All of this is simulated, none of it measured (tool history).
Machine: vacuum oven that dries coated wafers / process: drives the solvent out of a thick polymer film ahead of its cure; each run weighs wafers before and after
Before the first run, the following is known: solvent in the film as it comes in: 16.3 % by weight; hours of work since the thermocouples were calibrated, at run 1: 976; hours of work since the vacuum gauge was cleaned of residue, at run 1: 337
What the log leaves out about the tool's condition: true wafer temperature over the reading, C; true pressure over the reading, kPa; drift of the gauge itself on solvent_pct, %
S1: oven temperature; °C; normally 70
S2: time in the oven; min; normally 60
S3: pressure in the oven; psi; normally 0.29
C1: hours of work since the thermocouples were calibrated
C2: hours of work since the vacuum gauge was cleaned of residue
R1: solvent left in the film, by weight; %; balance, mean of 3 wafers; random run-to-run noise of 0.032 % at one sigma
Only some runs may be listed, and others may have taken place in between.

Run 1, hour 0: usual settings; C1 976; C2 337. Result: R1 2.89 %.
Run 2, hour 44.4: usual settings; C1 1004; C2 365. Result: R1 2.84 %.
Run 3, hour 75.4: usual settings; C1 1024; C2 384. Result: R1 2.83 %.
Run 4, hour 121.8: usual settings; C1 1053; C2 414. Result: R1 2.8 %.
Run 5, hour 151.7: usual settings; C1 1072; C2 433. Result: R1 2.87 %.
Run 6, hour 180.6: usual settings but S3 0.75 psi; C1 1090; C2 451. Result: R1 4.66 %.
Run 7, hour 228.6: usual settings but S2 48 min; C1 1120; C2 481. Result: R1 3.6 %.
Run 8, hour 260.3: usual settings but S1 65 °C, S3 1.102 psi; C1 1140; C2 501. Result: R1 8.03 %.
Run 9, hour 293: usual settings but S1 65 °C, S3 1.102 psi; C1 1161; C2 522. Result: R1 8.08 %.
Run 10, hour 337.4: usual settings but S1 60 °C, S2 32 min, S3 0.59 psi; C1 1189; C2 550. Result: R1 10.08 %.
Run 11, hour 372.6: usual settings but S1 69 °C, S2 92 min, S3 0.753 psi; C1 1211; C2 572. Result: R1 3.94 %.
Run 12, hour 417.7: usual settings but S1 57 °C, S2 66 min, S3 0.287 psi; C1 1240; C2 600. Result: R1 7.53 %.
Run 13, hour 468.3: usual settings but S2 53 min; C1 1271; C2 632. Result: R1 3.24 %.

Branching from run 13: 4 alternative next runs. What would each branch give?
Run A, hour 514.5: usual settings but S1 74 °C, S3 0.352 psi; C1 1301; C2 661. Result: R1 ?.
Run B, hour 514.5: usual settings but S1 82 °C, S2 97 min, S3 0.165 psi; C1 1301; C2 661. Result: R1 ?.
Run C, hour 514.5: usual settings but S1 55 °C, S2 97 min; C1 1301; C2 661. Result: R1 ?.
Run D, hour 514.5: usual settings but S2 53 min, S3 0.341 psi; C1 1301; C2 661. Result: R1 ?.

run    R1
  A  2.02
  B  0.41
  C  6.74
  D  3.45
With the hidden condition removed and each run's random variation left untouched, the same runs would have given:
run    R1
  A  2.03
  B   0.4
  C  6.76
  D  3.47

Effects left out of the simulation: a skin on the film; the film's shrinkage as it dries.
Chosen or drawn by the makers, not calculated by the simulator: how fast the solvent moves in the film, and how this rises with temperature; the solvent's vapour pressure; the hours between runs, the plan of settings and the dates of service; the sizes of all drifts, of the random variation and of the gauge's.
